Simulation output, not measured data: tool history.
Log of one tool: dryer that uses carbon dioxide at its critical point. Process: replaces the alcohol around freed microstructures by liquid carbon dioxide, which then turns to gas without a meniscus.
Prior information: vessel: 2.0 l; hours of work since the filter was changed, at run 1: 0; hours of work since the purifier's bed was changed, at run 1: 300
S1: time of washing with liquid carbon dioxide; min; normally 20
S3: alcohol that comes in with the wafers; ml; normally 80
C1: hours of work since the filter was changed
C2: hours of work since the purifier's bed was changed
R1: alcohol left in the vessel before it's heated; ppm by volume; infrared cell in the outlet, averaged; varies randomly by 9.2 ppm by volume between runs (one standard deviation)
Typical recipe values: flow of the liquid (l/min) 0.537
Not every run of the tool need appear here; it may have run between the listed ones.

run 1 hour=0 | S1=20 flow_of_the_liquid_(l/min)=0.537 S3=80 | C1=0 C2=300 | R1=640
run 2 hour=21.8 | S1=20 flow_of_the_liquid_(l/min)=0.537 S3=80 | C1=17 C2=317 | R1=657
run 3 hour=50.7 | S1=19 flow_of_the_liquid_(l/min)=0.537 S3=80 | C1=39 C2=340 | R1=868
run 4 hour=68.6 | S1=19 flow_of_the_liquid_(l/min)=0.537 S3=80 | C1=53 C2=354 | R1=863
run 5 hour=83 | S1=18 flow_of_the_liquid_(l/min)=0.537 S3=80 | C1=64 C2=365 | R1=1054
run 6 hour=97.6 | S1=18 flow_of_the_liquid_(l/min)=0.537 S3=80 | C1=76 C2=376 | R1=1085
run 7 hour=118.7 | S1=20 flow_of_the_liquid_(l/min)=0.537 S3=80 | C1=92 C2=392 | R1=805
run 8 hour=134 | S1=20 flow_of_the_liquid_(l/min)=0.537 S3=80 | C1=104 C2=404 | R1=830
run 9 hour=148.2 | S1=12 flow_of_the_liquid_(l/min)=0.537 S3=80 | C1=115 C2=415 | R1=3737
run 10 hour=166.8 | S1=20 flow_of_the_liquid_(l/min)=0.537 S3=80 | C1=129 C2=430 | R1=900
run 11 hour=190.8 | S1=20 flow_of_the_liquid_(l/min)=0.537 S3=80 | C1=148 C2=448 | R1=956
run 12 hour=207.2 | S1=20 flow_of_the_liquid_(l/min)=0.537 S3=90 | C1=161 C2=461 | R1=1111
run 13 hour=224.8 | S1=20 flow_of_the_liquid_(l/min)=0.537 S3=90 | C1=174 C2=475 | R1=1155
run 14 hour=248.6 | S1=20 flow_of_the_liquid_(l/min)=0.537 S3=90 | C1=193 C2=493 | R1=1186
run 15 hour=281 | S1=20 flow_of_the_liquid_(l/min)=0.537 S3=80 | C1=218 C2=518 | R1=1176
run 16 hour=302.7 | S1=25 flow_of_the_liquid_(l/min)=0.537 S3=80 | C1=235 C2=535 | R1=587
-- hour=317.2 inlet filter changed
run 17 hour=318 | S1=25 flow_of_the_liquid_(l/min)=0.537 S3=31 | C1=1 C2=546 | R1=292
run 18 hour=342.9 | S1=25 flow_of_the_liquid_(l/min)=0.537 S3=47 | C1=20 C2=565 | R1=334
run 19 hour=372.8 | S1=25 flow_of_the_liquid_(l/min)=0.537 S3=47 | C1=43 C2=589 | R1=347
-- hour=383.7 purifier's bed changed
run 20 hour=404.6 | S1=25 flow_of_the_liquid_(l/min)=0.537 S3=47 | C1=65 C2=16 | R1=142
run 21 hour=437.8 | S1=25 flow_of_the_liquid_(l/min)=0.537 S3=47 | C1=91 C2=42 | R1=166
run 22 hour=461.6 | S1=17 flow_of_the_liquid_(l/min)=0.748 S3=21 | C1=110 C2=60 | R1=133
run 23 hour=495.4 | S1=27 flow_of_the_liquid_(l/min)=0.537 S3=80 | C1=136 C2=87 | R1=223
run 24 hour=510.9 | S1=16 flow_of_the_liquid_(l/min)=0.537 S3=24 | C1=148 C2=99 | R1=555
run 25 hour=537.7 | S1=16 flow_of_the_liquid_(l/min)=0.537 S3=24 | C1=169 C2=119 | R1=593
run 26 hour=569 | S1=16 flow_of_the_liquid_(l/min)=0.537 S3=24 | C1=193 C2=144 | R1=623
run 27 hour=600.5 | S1=16 flow_of_the_liquid_(l/min)=0.537 S3=24 | C1=217 C2=168 | R1=665
run 28 hour=627.4 | S1=30 flow_of_the_liquid_(l/min)=0.537 S3=80 | C1=238 C2=189 | R1=230
-- hour=636.9 inlet filter changed
run 29 hour=645.5 | S1=30 flow_of_the_liquid_(l/min)=0.705 S3=80 | C1=7 C2=202 | R1=100
run 30 hour=663.7 | S1=21 flow_of_the_liquid_(l/min)=0.472 S3=37 | C1=21 C2=216 | R1=432
run 31 hour=679.3 | S1=21 flow_of_the_liquid_(l/min)=0.472 S3=37 | C1=33 C2=228 | R1=450
run 32 hour=707.6 | S1=21 flow_of_the_liquid_(l/min)=0.472 S3=37 | C1=55 C2=250 | R1=476
run 33 hour=726.3 | S1=14 flow_of_the_liquid_(l/min)=0.335 S3=107 | C1=69 C2=265 | R1=8552
run 34 hour=747.9 | S1=22 flow_of_the_liquid_(l/min)=0.389 S3=35 | C1=86 C2=282 | R1=756
run 35 hour=769.9 | S1=20 flow_of_the_liquid_(l/min)=0.841 S3=45 | C1=103 C2=299 | R1=170
run 36 hour=796.4 | S1=20 flow_of_the_liquid_(l/min)=0.366 S3=45 | C1=124 C2=319 | R1=1545
run 37 hour=822.1 | S1=30 flow_of_the_liquid_(l/min)=0.537 S3=80 | C1=144 C2=339 | R1=248
run 38 hour=848.4 | S1=30 flow_of_the_liquid_(l/min)=0.537 S3=80 | C1=164 C2=360 | R1=263
run 39 hour=877.9 | S1=12 flow_of_the_liquid_(l/min)=0.636 S3=79 | C1=187 C2=382 | R1=2714
run 40 hour=896.9 | S1=28 flow_of_the_liquid_(l/min)=0.508 S3=52 | C1=202 C2=397 | R1=309
run 41 hour=930.3 | S1=31 flow_of_the_liquid_(l/min)=0.576 S3=40 | C1=228 C2=423 | R1=217

Selected run-to-run steps in R1, each split into two signed amounts: the part the tool would show with no hidden state at all (from settings, incoming material and random variation), and the remainder, which goes to the hidden state together with any gauge scatter not common to the measured and the hidden-state-free results:
Hidden conditions of the tool in this case: flow that reaches the vessel past the clogged filter, %; alcohol in the recycled carbon dioxide, ppm; drift of the gauge itself on alcohol_ppm, %.
Run 8 -> 9: S1 20 -> 12. R1 +2907 ppm by volume: hidden state +461, all else +2446.
Run 32 -> 33: S1 21 -> 14, flow of the liquid (l/min) 0.472 -> 0.335, S3 37 -> 107. R1 +8076 ppm by volume: hidden state +630, all else +7446.
Run 33 -> 34: S1 14 -> 22, flow of the liquid (l/min) 0.335 -> 0.389, S3 107 -> 35. R1 -7796 ppm by volume: hidden state -553, all else -7243.
Run 38 -> 39: S1 30 -> 12, flow of the liquid (l/min) 0.537 -> 0.636, S3 80 -> 79. R1 +2451 ppm by volume: hidden state +720, all else +1731.
Run 39 -> 40: S1 12 -> 28, flow of the liquid (l/min) 0.636 -> 0.508, S3 79 -> 52. R1 -2405 ppm by volume: hidden state -683, all else -1722.

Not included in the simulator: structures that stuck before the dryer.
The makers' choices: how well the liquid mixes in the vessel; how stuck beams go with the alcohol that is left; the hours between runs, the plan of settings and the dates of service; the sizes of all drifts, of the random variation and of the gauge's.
